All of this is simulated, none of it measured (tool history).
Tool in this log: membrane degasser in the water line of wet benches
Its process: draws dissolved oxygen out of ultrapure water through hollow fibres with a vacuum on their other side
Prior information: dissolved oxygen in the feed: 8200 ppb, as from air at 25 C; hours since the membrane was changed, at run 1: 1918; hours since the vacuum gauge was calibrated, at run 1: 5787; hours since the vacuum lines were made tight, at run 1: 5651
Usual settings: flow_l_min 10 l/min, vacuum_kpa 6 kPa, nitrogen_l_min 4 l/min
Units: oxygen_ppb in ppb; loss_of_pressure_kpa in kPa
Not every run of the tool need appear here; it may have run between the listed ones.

run   hour  flow_l_min  vacuum_kpa  nitrogen_l_min  hours since the membrane was changed  hours since the vacuum gauge was calibrated  hours since the vacuum lines were made tight  oxygen_ppb  loss_of_pressure_kpa
  1      0          10           6               4                                  1918                                         5787                                          5651        38.6                 41.43
  2   24.3          10           6               4                                  1942                                         5812                                          5676        39.7                 41.82
  3   54.5          10           6               4                                  1973                                         5842                                          5706        38.7                 41.59
  4  102.7          10           6               4                                  2021                                         5890                                          5754        39.6                 41.63
  5  148.3           8           6               4                                  2066                                         5936                                          5800        22.9                 33.29
  6  174.1           8           6               4                                  2092                                         5961                                          5825        23.6                 33.21
  7  203.6           8           6               4                                  2122                                         5991                                          5855          23                 33.61
  8  229.7           8           6               4                                  2148                                         6017                                          5881        23.5                 33.32
  9  251.6           8           6               4                                  2170                                         6039                                          5903        23.5                 33.32
 10  301.3          10        4.08               4                                  2219                                         6089                                          5953        26.8                 41.79
 11  344.6          10        4.08               4                                  2263                                         6132                                          5996        26.7                 41.34
 12    376          10        4.08               4                                  2294                                         6163                                          6027        27.2                 41.88
 13  407.7          10        4.08               4                                  2326                                         6195                                          6059        27.1                 41.59
 14  441.3          10        8.35            1.79                                  2359                                         6229                                          6093        95.3                 41.42
 15  491.9           8           6             7.2                                  2410                                         6279                                          6143        16.3                 33.29
 16  516.3           9           6             7.2                                  2434                                         6304                                          6168        22.5                 37.82
 17  560.5           9        6.27            9.58                                  2478                                         6348                                          6212          21                 37.31
 18  596.5          10        6.81             2.8                                  2514                                         6384                                          6248        54.8                  41.7
 19  636.9           7        5.33             2.8                                  2555                                         6424                                          6288        19.5                 28.99
 20  687.2          13       14.86            8.17                                  2605                                         6475                                          6339       102.8                 53.85
 21  711.1          13       14.86            8.17                                  2629                                         6498                                          6362       103.3                 54.01
 22  738.9          10           6            7.23                                  2657                                         6526                                          6390        31.2                  41.6
 23  780.5          10           6            7.23                                  2699                                         6568                                          6432        30.8                 41.94
 24  811.2          10           6            7.23                                  2729                                         6599                                          6463        30.7                 41.87
 25  838.4           9           6            7.23                                  2756                                         6626                                          6490          23                 37.76

Measured less the same run without the tool's hidden state. The same run-to-run variation is in both; the gauge's scatter may not be:
Unlogged tool condition in this case: membrane still open, %; true pressure behind the membrane over the reading, kPa; air that leaks in behind the membrane, l/min; drift of the gauge itself on oxygen_ppb, %; drift of the gauge itself on loss_of_pressure_kpa, %.
run  oxygen_ppb  loss_of_pressure_kpa
  1        +3.8                 +0.44
  2        +3.8                 +0.45
  3        +3.8                 +0.46
  4        +3.9                 +0.47
  5        +2.8                 +0.38
  6        +2.8                  +0.4
  7        +2.8                 +0.39
  8        +2.9                  +0.4
  9        +2.9                  +0.4
 10        +3.7                 +0.51
 11        +3.6                 +0.53
 12        +3.7                 +0.53
 13        +3.7                 +0.54
 14        +8.4                 +0.54
 15          +2                 +0.45
 16        +2.5                 +0.51
 17        +2.2                 +0.51
 18        +5.9                 +0.58
 19        +3.4                 +0.41
 20        +6.6                 +0.78
 21        +6.8                 +0.79
 22        +3.4                 +0.61
 23        +3.4                 +0.62
 24        +3.3                 +0.63
 25        +2.7                 +0.57

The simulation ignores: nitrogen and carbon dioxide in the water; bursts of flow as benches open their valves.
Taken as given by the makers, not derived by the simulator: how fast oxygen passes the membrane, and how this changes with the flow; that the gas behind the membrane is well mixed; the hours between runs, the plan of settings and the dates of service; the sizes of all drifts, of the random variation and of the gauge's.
